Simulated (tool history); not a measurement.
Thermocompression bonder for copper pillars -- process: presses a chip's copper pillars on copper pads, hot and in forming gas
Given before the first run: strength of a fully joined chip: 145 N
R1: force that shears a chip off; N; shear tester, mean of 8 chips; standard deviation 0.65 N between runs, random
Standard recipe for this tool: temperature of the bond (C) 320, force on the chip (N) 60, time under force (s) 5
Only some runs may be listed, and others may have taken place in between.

{"run": 1, "hour": 0.0, "temperature of the bond (C)": 320, "force on the chip (N)": 60, "time under force (s)": 5, "R1": 99}
{"run": 2, "hour": 42.2, "temperature of the bond (C)": 320, "force on the chip (N)": 60, "time under force (s)": 5, "R1": 99.8}
{"run": 3, "hour": 94.1, "temperature of the bond (C)": 320, "force on the chip (N)": 60, "time under force (s)": 5, "R1": 98.5}
{"run": 4, "hour": 135.2, "temperature of the bond (C)": 320, "force on the chip (N)": 60, "time under force (s)": 5, "R1": 97.1}
{"run": 5, "hour": 157.5, "temperature of the bond (C)": 320, "force on the chip (N)": 39, "time under force (s)": 5, "R1": 81.7}
{"run": 6, "hour": 206.3, "temperature of the bond (C)": 320, "force on the chip (N)": 60, "time under force (s)": 9, "R1": 109.5}
{"run": 7, "hour": 228.4, "temperature of the bond (C)": 320, "force on the chip (N)": 60, "time under force (s)": 9, "R1": 110.8}
{"run": 8, "hour": 272.2, "temperature of the bond (C)": 320, "force on the chip (N)": 60, "time under force (s)": 5, "R1": 95.9}
{"run": 9, "hour": 317.1, "temperature of the bond (C)": 320, "force on the chip (N)": 60, "time under force (s)": 5, "R1": 95.2}
{"run": 10, "hour": 350.0, "temperature of the bond (C)": 320, "force on the chip (N)": 60, "time under force (s)": 5, "R1": 93.8}
{"run": 11, "hour": 378.2, "temperature of the bond (C)": 320, "force on the chip (N)": 60, "time under force (s)": 5, "R1": 93.7}
{"run": 12, "hour": 407.7, "temperature of the bond (C)": 320, "force on the chip (N)": 60, "time under force (s)": 5, "R1": 94}
{"run": 13, "hour": 441.9, "temperature of the bond (C)": 320, "force on the chip (N)": 60, "time under force (s)": 5, "R1": 93}
{"hour": 479.6, "done": "forming gas filter changed"}
{"run": 14, "hour": 488.6, "temperature of the bond (C)": 320, "force on the chip (N)": 60, "time under force (s)": 5, "R1": 99.8}
{"run": 15, "hour": 522.2, "temperature of the bond (C)": 301, "force on the chip (N)": 60, "time under force (s)": 5, "R1": 88.1}
{"run": 16, "hour": 562.9, "temperature of the bond (C)": 328, "force on the chip (N)": 60, "time under force (s)": 5, "R1": 103.8}
{"run": 17, "hour": 595.9, "temperature of the bond (C)": 328, "force on the chip (N)": 60, "time under force (s)": 5, "R1": 101.9}
{"run": 18, "hour": 634.7, "temperature of the bond (C)": 328, "force on the chip (N)": 60, "time under force (s)": 5, "R1": 103.5}
{"run": 19, "hour": 681.0, "temperature of the bond (C)": 302, "force on the chip (N)": 79, "time under force (s)": 5, "R1": 97.5}
{"run": 20, "hour": 703.6, "temperature of the bond (C)": 319, "force on the chip (N)": 71, "time under force (s)": 7, "R1": 109.4}
{"run": 21, "hour": 731.5, "temperature of the bond (C)": 320, "force on the chip (N)": 75, "time under force (s)": 5, "R1": 104.7}
{"run": 22, "hour": 768.1, "temperature of the bond (C)": 332, "force on the chip (N)": 41, "time under force (s)": 5, "R1": 89.4}
{"run": 23, "hour": 807.1, "temperature of the bond (C)": 332, "force on the chip (N)": 41, "time under force (s)": 5, "R1": 89.6}
{"run": 24, "hour": 841.5, "temperature of the bond (C)": 320, "force on the chip (N)": 48, "time under force (s)": 6, "R1": 92.5}
{"run": 25, "hour": 873.5, "temperature of the bond (C)": 348, "force on the chip (N)": 60, "time under force (s)": 5, "R1": 110.5}
{"run": 26, "hour": 909.1, "temperature of the bond (C)": 320, "force on the chip (N)": 47, "time under force (s)": 5, "R1": 86.2}
{"run": 27, "hour": 942.7, "temperature of the bond (C)": 320, "force on the chip (N)": 47, "time under force (s)": 5, "R1": 86.4}
{"hour": 973.2, "done": "forming gas filter changed"}
{"run": 28, "hour": 979.8, "temperature of the bond (C)": 315, "force on the chip (N)": 60, "time under force (s)": 5, "R1": 97.6}
{"run": 29, "hour": 1005.0, "temperature of the bond (C)": 341, "force on the chip (N)": 60, "time under force (s)": 4, "R1": 107.4}
{"run": 30, "hour": 1050.4, "temperature of the bond (C)": 320, "force on the chip (N)": 43, "time under force (s)": 13, "R1": 111.9}
{"run": 31, "hour": 1077.9, "temperature of the bond (C)": 306, "force on the chip (N)": 80, "time under force (s)": 3, "R1": 89.4}
{"run": 32, "hour": 1126.4, "temperature of the bond (C)": 320, "force on the chip (N)": 84, "time under force (s)": 5, "R1": 110.4}
{"run": 33, "hour": 1154.9, "temperature of the bond (C)": 299, "force on the chip (N)": 84, "time under force (s)": 12, "R1": 120.1}
{"run": 34, "hour": 1192.6, "temperature of the bond (C)": 299, "force on the chip (N)": 84, "time under force (s)": 12, "R1": 118.8}
{"run": 35, "hour": 1214.5, "temperature of the bond (C)": 308, "force on the chip (N)": 50, "time under force (s)": 5, "R1": 85.1}
{"run": 36, "hour": 1237.4, "temperature of the bond (C)": 328, "force on the chip (N)": 51, "time under force (s)": 5, "R1": 96.3}

Had the tool no unlogged condition, and each run kept its random variation, what would the results have been?
The tool's hidden condition here consists of: true temperature of the bond over the reading, C; force that reaches the chip, % of what is set; oxide that the forming gas leaves, % of the face; drift of the gauge itself on shear_n, %.
run=1 R1=97.8
run=2 R1=99.2
run=3 R1=98.5
run=4 R1=97.7
run=5 R1=82.1
run=6 R1=111.7
run=7 R1=113.4
run=8 R1=98.3
run=9 R1=98.2
run=10 R1=97.2
run=11 R1=97.5
run=12 R1=98.3
run=13 R1=97.8
run=14 R1=97.5
run=15 R1=86
run=16 R1=102.6
run=17 R1=101.2
run=18 R1=103.3
run=19 R1=97.6
run=20 R1=110.6
run=21 R1=105.9
run=22 R1=90.4
run=23 R1=91.1
run=24 R1=94.7
run=25 R1=114.8
run=26 R1=88.9
run=27 R1=89.6
run=28 R1=94.3
run=29 R1=104.7
run=30 R1=110
run=31 R1=87.2
run=32 R1=109.7
run=33 R1=120.3
run=34 R1=119.7
run=35 R1=84.4
run=36 R1=96.5
